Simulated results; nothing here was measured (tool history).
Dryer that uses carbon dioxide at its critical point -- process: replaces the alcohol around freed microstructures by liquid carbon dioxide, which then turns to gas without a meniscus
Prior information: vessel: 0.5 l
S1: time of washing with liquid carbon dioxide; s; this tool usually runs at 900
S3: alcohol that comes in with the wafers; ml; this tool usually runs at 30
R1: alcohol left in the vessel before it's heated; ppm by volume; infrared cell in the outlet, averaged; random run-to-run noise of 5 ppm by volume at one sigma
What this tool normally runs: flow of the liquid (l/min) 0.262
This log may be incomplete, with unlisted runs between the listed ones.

Run 1, hour 0.0: usual settings. Result: R1 113 ppm by volume.
Run 2, hour 20.7: usual settings. Result: R1 113 ppm by volume.
Run 3, hour 45.5: usual settings but flow of the liquid (l/min) 0.164. Result: R1 880 ppm by volume.
Run 4, hour 81.2: usual settings but flow of the liquid (l/min) 0.164. Result: R1 878 ppm by volume.
Run 5, hour 111.3: usual settings but S3 29 ml. Result: R1 109 ppm by volume.
Run 6, hour 140.7: usual settings but S3 29 ml. Result: R1 115 ppm by volume.
Run 7, hour 173.9: usual settings but flow of the liquid (l/min) 0.165. Result: R1 900 ppm by volume.
Run 8, hour 210.4: usual settings. Result: R1 124 ppm by volume.
Run 9, hour 245.1: usual settings. Result: R1 115 ppm by volume.
Run 10, hour 287.3: usual settings. Result: R1 136 ppm by volume.
Run 11, hour 319.5: usual settings but flow of the liquid (l/min) 0.338. Result: R1 85 ppm by volume.
Run 12, hour 348.8: usual settings but flow of the liquid (l/min) 0.338. Result: R1 86 ppm by volume.
At hour 368.7: inlet filter changed.
Run 13, hour 369.8: usual settings but S3 44 ml. Result: R1 106 ppm by volume.
Run 14, hour 398.8: usual settings but S3 44 ml. Result: R1 112 ppm by volume.
Run 15, hour 433.8: usual settings but S3 34 ml. Result: R1 100 ppm by volume.
Run 16, hour 460.0: usual settings. Result: R1 104 ppm by volume.
Run 17, hour 479.6: usual settings. Result: R1 109 ppm by volume.
Run 18, hour 503.8: usual settings. Result: R1 111 ppm by volume.
Run 19, hour 526.8: usual settings but S1 1200 s. Result: R1 80 ppm by volume.
Run 20, hour 566.3: usual settings but S1 1200 s. Result: R1 85 ppm by volume.
Run 21, hour 604.6: usual settings but S1 1200 s. Result: R1 91 ppm by volume.
Run 22, hour 623.8: usual settings but S1 1200 s. Result: R1 88 ppm by volume.
Run 23, hour 652.9: usual settings but S1 1200 s. Result: R1 93 ppm by volume.
Run 24, hour 672.6: usual settings but S1 1200 s. Result: R1 85 ppm by volume.
Run 25, hour 696.1: usual settings but flow of the liquid (l/min) 0.243, S3 73 ml. Result: R1 229 ppm by volume.
Run 26, hour 725.6: usual settings but flow of the liquid (l/min) 0.243, S3 73 ml. Result: R1 225 ppm by volume.
Run 27, hour 743.8: usual settings but flow of the liquid (l/min) 0.243, S3 73 ml. Result: R1 232 ppm by volume.
Run 28, hour 772.5: usual settings but S1 780 s, flow of the liquid (l/min) 0.298, S3 46 ml. Result: R1 134 ppm by volume.
Run 29, hour 795.4: usual settings but S1 780 s, flow of the liquid (l/min) 0.298, S3 46 ml. Result: R1 141 ppm by volume.
Run 30, hour 831.0: usual settings but S3 90 ml. Result: R1 194 ppm by volume.
Run 31, hour 862.1: usual settings but S1 660 s, S3 70 ml. Result: R1 720 ppm by volume.
Run 32, hour 880.1: usual settings but S1 1200 s, flow of the liquid (l/min) 0.171, S3 70 ml. Result: R1 359 ppm by volume.
Run 33, hour 897.4: usual settings but S1 1200 s, flow of the liquid (l/min) 0.171, S3 70 ml. Result: R1 364 ppm by volume.
Run 34, hour 924.0: usual settings but S1 780 s, S3 55 ml. Result: R1 272 ppm by volume.
Run 35, hour 951.4: usual settings but S1 780 s, S3 55 ml. Result: R1 285 ppm by volume.
Run 36, hour 975.3: usual settings but S1 780 s, S3 55 ml. Result: R1 284 ppm by volume.
Run 37, hour 1001.8: usual settings but S1 960 s, S3 45 ml. Result: R1 136 ppm by volume.
Run 38, hour 1022.9: usual settings but S1 600 s, flow of the liquid (l/min) 0.287, S3 72 ml. Result: R1 763 ppm by volume.
Run 39, hour 1052.5: usual settings but S1 840 s, flow of the liquid (l/min) 0.327, S3 28 ml. Result: R1 107 ppm by volume.
Run 40, hour 1085.9: usual settings but flow of the liquid (l/min) 0.358. Result: R1 102 ppm by volume.
Run 41, hour 1116.3: usual settings but S1 1320 s, flow of the liquid (l/min) 0.393. Result: R1 100 ppm by volume.
Run 42, hour 1152.5: usual settings but S1 600 s, flow of the liquid (l/min) 0.429, S3 57 ml. Result: R1 129 ppm by volume.
Run 43, hour 1170.5: usual settings but flow of the liquid (l/min) 0.196, S3 21 ml. Result: R1 313 ppm by volume.
Run 44, hour 1212.9: usual settings but S1 1140 s, flow of the liquid (l/min) 0.196, S3 115 ml. Result: R1 383 ppm by volume.
Run 45, hour 1242.1: usual settings but S1 1140 s, flow of the liquid (l/min) 0.248, S3 115 ml. Result: R1 150 ppm by volume.

4 options for the next run, each taken on its own from the tool as it stands now. Forecast them:
Run A, hour 1278.8: usual settings but S1 1260 s, flow of the liquid (l/min) 0.248, S3 115 ml. Result: R1 ?.
Run B, hour 1278.8: usual settings but S1 1080 s, flow of the liquid (l/min) 0.248, S3 115 ml. Result: R1 ?.
Run C, hour 1278.8: usual settings but S1 720 s, S3 78 ml. Result: R1 ?.
Run D, hour 1278.8: usual settings but S3 24 ml. Result: R1 ?.

run   R1
  A  127
  B  174
  C  598
  D  137
With the hidden condition removed and each run's random variation left untouched, the same runs would have given:
run   R1
  A   16
  B   43
  C  326
  D   24

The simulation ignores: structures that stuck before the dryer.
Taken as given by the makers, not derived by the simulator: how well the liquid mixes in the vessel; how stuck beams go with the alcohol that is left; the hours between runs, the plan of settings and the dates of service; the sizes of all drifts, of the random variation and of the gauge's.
